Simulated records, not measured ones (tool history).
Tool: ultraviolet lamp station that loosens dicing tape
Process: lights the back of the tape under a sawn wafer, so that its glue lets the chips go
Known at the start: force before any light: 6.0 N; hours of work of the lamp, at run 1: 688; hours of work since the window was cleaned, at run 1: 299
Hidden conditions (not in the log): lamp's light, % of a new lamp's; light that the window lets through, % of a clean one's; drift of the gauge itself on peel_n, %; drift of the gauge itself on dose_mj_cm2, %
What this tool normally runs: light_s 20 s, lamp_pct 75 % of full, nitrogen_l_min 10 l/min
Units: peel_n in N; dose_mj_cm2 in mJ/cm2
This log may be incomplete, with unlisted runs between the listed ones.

run    hour  light_s  lamp_pct  nitrogen_l_min  hours of work of the lamp  hours of work since the window was cleaned  peel_n  dose_mj_cm2
  1     0.0       20        75              10                        688                                         299   0.509          332
  2    41.3       20        75              10                        712                                         322   0.519          330
  3    69.8       20        75              10                        728                                         339   0.532          327
  4   118.7       20        75              10                        756                                         367   0.549          322
  5   140.6       20        75              10                        769                                         379   0.573          314
      177.2  -- window cleaned of glue's vapour
  6   181.9       20        75              10                        792                                           3   0.465          347
  7   201.9       20        75               6                        804                                          14   0.712          351
  8   244.3       20        75               5                        828                                          38   0.847          343
  9   290.4       20        78              10                        855                                          65   0.465          343
 10   322.7       20        75              10                        873                                          83   0.527          327
 11   353.5       20        75              10                        891                                         101   0.510          330
 12   376.9       20        85              10                        904                                         115   0.399          370
 13   423.3       20        85              10                        931                                         141   0.435          358
 14   471.0       20        85              10                        958                                         168   0.453          355
 15   500.5       20        75              10                        975                                         185   0.618          310
 16   543.1       20        75              10                        999                                         210   0.610          305
 17   567.4       20        75              10                       1013                                         224   0.632          302
 18   597.9       20        75              10                       1031                                         241   0.650          295
 19   622.1       20        75              10                       1045                                         255   0.640          295
 20   656.6       20        62              10                       1065                                         275   0.930          237
 21   683.6       20        62              10                       1080                                         290   0.958          238
 22   713.6       20        73              10                       1097                                         308   0.750          275
 23   760.2       20        73              10                       1124                                         334   0.775          274
 24   785.4       20        73              10                       1138                                         349   0.766          269
 25   833.8       20        73              10                       1166                                         376   0.776          262
 26   864.1       29        63               4                       1184                                         394   1.084          331
      875.8  -- window cleaned of glue's vapour
 27   907.3       12        79               4                       1208                                          18   2.144          183
 28   956.3       13        79              10                       1236                                          46   1.313          194
 29  1005.2       13        82              17                       1264                                          74   0.953          200
 30  1050.9       20       100              10                       1290                                         100   0.389          368
     1059.9  -- lamp changed
 31  1075.0       20        71              13                          9                                         114   0.256          415
 32  1098.3       20        71              13                         22                                         127   0.256          417
 33  1140.9       20        71              13                         46                                         151   0.269          406
 34  1169.3       20        94               8                         63                                         168   0.249          540
 35  1202.8       20        94               8                         82                                         187   0.232          529
 36  1245.4       10        75               3                        106                                         211   2.196          210
 37  1273.7       10        75               3                        123                                         228   2.228          208
 38  1311.7       10        75               3                        144                                         249   2.245          209
 39  1343.7       10        99               7                        163                                         268   0.990          269
 40  1388.3       20        75               5                        188                                         293   0.611          402
 41  1412.3       20        75               6                        202                                         307   0.538          393
 42  1438.9       20        75               6                        217                                         322   0.551          394
 43  1473.1       17        69               6                        237                                         342   0.913          305

For some of the steps in peel_n from one run to the next: how much would appear even if the tool had no hidden state, given the settings, what came in and random variation, and how much remains for the hidden state plus any gauge scatter that the measured result and the result without hidden state don't share?
Run 26 -> 27: light_s 29 -> 12, lamp_pct 63 -> 79, window cleaned of glue's vapour. peel_n +1.060 N: hidden state +0.206, all else +0.854.
Run 29 -> 30: light_s 13 -> 20, lamp_pct 82 -> 100, nitrogen_l_min 17 -> 10. peel_n -0.564 N: hidden state -0.361, all else -0.203.
Run 30 -> 31: lamp_pct 100 -> 71, nitrogen_l_min 10 -> 13, lamp changed. peel_n -0.133 N: hidden state -0.214, all else +0.081.
Run 35 -> 36: light_s 20 -> 10, lamp_pct 94 -> 75, nitrogen_l_min 8 -> 3. peel_n +1.964 N: hidden state +0.191, all else +1.773.
Run 38 -> 39: lamp_pct 75 -> 99, nitrogen_l_min 3 -> 7. peel_n -1.255 N: hidden state -0.061, all else -1.194.
